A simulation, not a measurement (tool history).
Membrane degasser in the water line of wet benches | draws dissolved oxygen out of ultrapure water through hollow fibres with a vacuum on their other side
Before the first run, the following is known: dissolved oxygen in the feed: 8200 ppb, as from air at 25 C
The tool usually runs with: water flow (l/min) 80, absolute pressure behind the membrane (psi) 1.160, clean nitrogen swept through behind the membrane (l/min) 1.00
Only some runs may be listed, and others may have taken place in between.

| run | hour | water flow (l/min) | absolute pressure behind the membrane (psi) | clean nitrogen swept through behind the membrane (l/min) | dissolved oxygen in the water behind the degasser (ppb) | pressure that the water loses in the fibres (psi) |
|---|---|---|---|---|---|---|
| 1 | 0.0 | 80 | 1.160 | 1.00 | 904.9 | 7.429 |
| 2 | 28.6 | 80 | 1.160 | 2.84 | 587.5 | 7.488 |
| 3 | 76.7 | 80 | 1.160 | 0.48 | 1192.7 | 7.430 |
| 4 | 107.4 | 80 | 1.160 | 0.48 | 1221.0 | 7.471 |
| 5 | 154.9 | 80 | 1.160 | 0.48 | 1211.7 | 7.472 |
| 6 | 180.2 | 80 | 2.431 | 1.00 | 1807.3 | 7.388 |
| 7 | 220.2 | 80 | 1.160 | 1.00 | 899.9 | 7.452 |
| 8 | 269.7 | 80 | 1.160 | 1.00 | 899.5 | 7.391 |
| 9 | 316.9 | 80 | 1.160 | 1.00 | 892.4 | 7.468 |
| 10 | 339.3 | 80 | 1.160 | 1.00 | 909.0 | 7.459 |
| 11 | 361.7 | 80 | 1.160 | 1.00 | 894.0 | 7.403 |
| 12 | 404.7 | 68 | 1.160 | 1.00 | 740.5 | 6.353 |
| 13 | 455.3 | 68 | 1.160 | 1.00 | 735.0 | 6.322 |
| 14 | 495.5 | 80 | 1.160 | 1.00 | 909.3 | 7.426 |
| 15 | 519.7 | 80 | 1.160 | 1.00 | 905.7 | 7.455 |
| 16 | 566.1 | 80 | 1.160 | 1.00 | 901.3 | 7.472 |
| 17 | 588.4 | 79 | 2.000 | 1.33 | 1304.3 | 7.327 |
| 18 | 632.8 | 111 | 0.851 | 1.08 | 1042.4 | 10.299 |
| 19 | 675.9 | 111 | 0.851 | 1.08 | 1063.9 | 10.332 |
| 20 | 716.3 | 111 | 0.851 | 1.08 | 1049.6 | 10.376 |
|  | 738.7 | vacuum gauge calibrated |
| 21 | 759.0 | 86 | 1.577 | 1.17 | 1222.2 | 7.935 |
| 22 | 790.6 | 107 | 2.527 | 0.63 | 2799.4 | 9.966 |
| 23 | 834.0 | 82 | 2.527 | 2.45 | 1151.0 | 7.572 |
| 24 | 864.8 | 83 | 0.809 | 1.00 | 659.6 | 7.733 |
| 25 | 914.0 | 80 | 1.001 | 1.00 | 771.2 | 7.449 |
| 26 | 945.9 | 80 | 0.764 | 1.00 | 585.1 | 7.426 |
| 27 | 984.4 | 73 | 0.864 | 0.56 | 705.7 | 6.765 |
| 28 | 1024.7 | 84 | 1.739 | 0.48 | 1907.5 | 7.797 |
| 29 | 1049.7 | 66 | 0.741 | 2.56 | 291.6 | 6.122 |
| 30 | 1098.0 | 79 | 1.160 | 2.90 | 569.6 | 7.327 |
| 31 | 1118.8 | 79 | 1.160 | 2.90 | 572.9 | 7.419 |
| 32 | 1168.5 | 79 | 1.160 | 2.90 | 576.7 | 7.395 |

4 ways to go on from here, each from the tool as it stands after run 32. What would each give?
| A | 1216.2 | 55 | 1.147 | 0.95 | ? | ? |
| B | 1216.2 | 76 | 1.160 | 1.03 | ? | ? |
| C | 1216.2 | 78 | 2.773 | 0.80 | ? | ? |
| D | 1216.2 | 68 | 1.211 | 2.90 | ? | ? |

| run | dissolved oxygen in the water behind the degasser (ppb) | pressure that the water loses in the fibres (psi) |
|---|---|---|
| A | 569.1 | 5.160 |
| B | 838.5 | 7.033 |
| C | 2178.3 | 7.223 |
| D | 459.2 | 6.292 |
Stripped of hidden state, with their random variation kept, the same runs would have yielded:
| run | dissolved oxygen in the water behind the degasser (ppb) | pressure that the water loses in the fibres (psi) |
|---|---|---|
| A | 561.5 | 5.142 |
| B | 828.8 | 7.008 |
| C | 2174.4 | 7.197 |
| D | 452.5 | 6.269 |
